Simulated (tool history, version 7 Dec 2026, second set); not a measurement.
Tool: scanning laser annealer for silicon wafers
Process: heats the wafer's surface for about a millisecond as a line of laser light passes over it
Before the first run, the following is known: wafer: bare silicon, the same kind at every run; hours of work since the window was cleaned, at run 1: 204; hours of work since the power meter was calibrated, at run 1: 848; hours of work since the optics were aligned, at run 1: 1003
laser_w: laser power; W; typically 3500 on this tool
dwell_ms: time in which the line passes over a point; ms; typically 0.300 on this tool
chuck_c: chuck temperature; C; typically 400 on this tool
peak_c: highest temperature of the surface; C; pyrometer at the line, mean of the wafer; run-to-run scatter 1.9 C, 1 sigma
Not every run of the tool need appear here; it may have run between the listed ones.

run     day  laser_w  dwell_ms  chuck_c  hours of work since the window was cleaned  hours of work since the power meter was calibrated  hours of work since the optics were aligned  peak_c
  1   0.000     3500     0.300      400                                         204                                                 848                                         1003    1192
  2   2.358     3500     0.300      400                                         238                                                 881                                         1036    1193
  3   4.433     3500     0.337      400                                         267                                                 910                                         1065    1231
  4   5.871     3500     0.300      400                                         287                                                 930                                         1086    1185
  5   8.338     3500     0.300      400                                         322                                                 965                                         1120    1182
  6  10.217     3500     0.300      400                                         348                                                 991                                         1147    1187
  7  12.425     3500     0.300      400                                         379                                                1023                                         1178    1181
  8  13.533     3196     0.300      400                                         395                                                1038                                         1194    1120
  9  14.979     3196     0.300      400                                         415                                                1059                                         1214    1117
 10  17.029     3500     0.300      374                                         444                                                1087                                         1243    1149
 11  18.625     3500     0.300      374                                         467                                                1110                                         1265    1150
 12  20.550     3500     0.300      374                                         494                                                1137                                         1292    1149
 13  22.142     3500     0.210      400                                         516                                                1159                                         1315    1061
 14  23.333     3500     0.300      400                                         533                                                1176                                         1331    1179
 15  24.900     3500     0.300      400                                         555                                                1198                                         1353    1171
 16  26.854     3500     0.300      400                                         582                                                1226                                         1381    1169
 17  27.975     3500     0.300      400                                         598                                                1241                                         1397    1174
 18  29.575     3500     0.300      400                                         621                                                1264                                         1419    1169
 19  32.158     3500     0.300      400                                         657                                                1300                                         1456    1168
     33.275  -- window over the wafer cleaned
 20  34.688     3500     0.300      400                                          20                                                1335                                         1490    1197
 21  36.512     3500     0.300      400                                          46                                                1360                                         1516    1194
 22  38.108     3318     0.239      400                                          68                                                1383                                         1538    1082
 23  40.842     3160     0.259      438                                         106                                                1421                                         1577    1109
 24  43.242     3025     0.259      403                                         140                                                1455                                         1610    1051
     45.071  -- optics aligned, line set to its width
 25  46.175     3048     0.344      400                                         179                                                1493                                           16    1151
 26  47.496     3667     0.299      407                                         197                                                1512                                           34    1242
 27  48.742     3667     0.299      407                                         215                                                1530                                           52    1240
 28  49.896     3598     0.248      431                                         231                                                1546                                           68    1184
 29  52.058     3598     0.248      368                                         261                                                1576                                           98    1116
 30  54.196     3121     0.248      368                                         291                                                1606                                          128    1028
 31  55.508     3500     0.300      394                                         310                                                1625                                          147    1190
 32  57.779     3042     0.220      437                                         342                                                1657                                          179    1045
 33  59.229     3042     0.220      437                                         362                                                1677                                          199    1043
 34  61.417     3042     0.320      404                                         393                                                1708                                          230    1120
 35  63.154     3399     0.262      418                                         418                                                1732                                          254    1141
 36  64.858     3501     0.311      387                                         442                                                1756                                          278    1187
 37  66.454     3501     0.311      387                                         464                                                1779                                          301    1187
 38  69.192     3120     0.305      387                                         503                                                1817                                          339    1098
 39  71.067     3120     0.305      387                                         529                                                1844                                          366    1097

How the hidden state differs across the entries between the runs, from the last listed run before each to the first after it:
Runs 19 to 20: window over the wafer cleaned (day 33.275)
  light that passes the window, % of a clean one's: 95.88 -> 99.58; laser's true power over the reading, %: 0.52 -> 0.53; width of the line over the set one, %: 3.84 -> 3.93
  difference, measured minus the result without the unlogged condition, peak_c: -40 -> -13 C
Runs 24 to 25: optics aligned, line set to its width (day 45.071)
  light that passes the window, % of a clean one's: 98.88 -> 98.66; laser's true power over the reading, %: 0.56 -> 0.57; width of the line over the set one, %: 4.24 -> 0.04
  difference, measured minus the result without the unlogged condition, peak_c: -16 -> -6 C
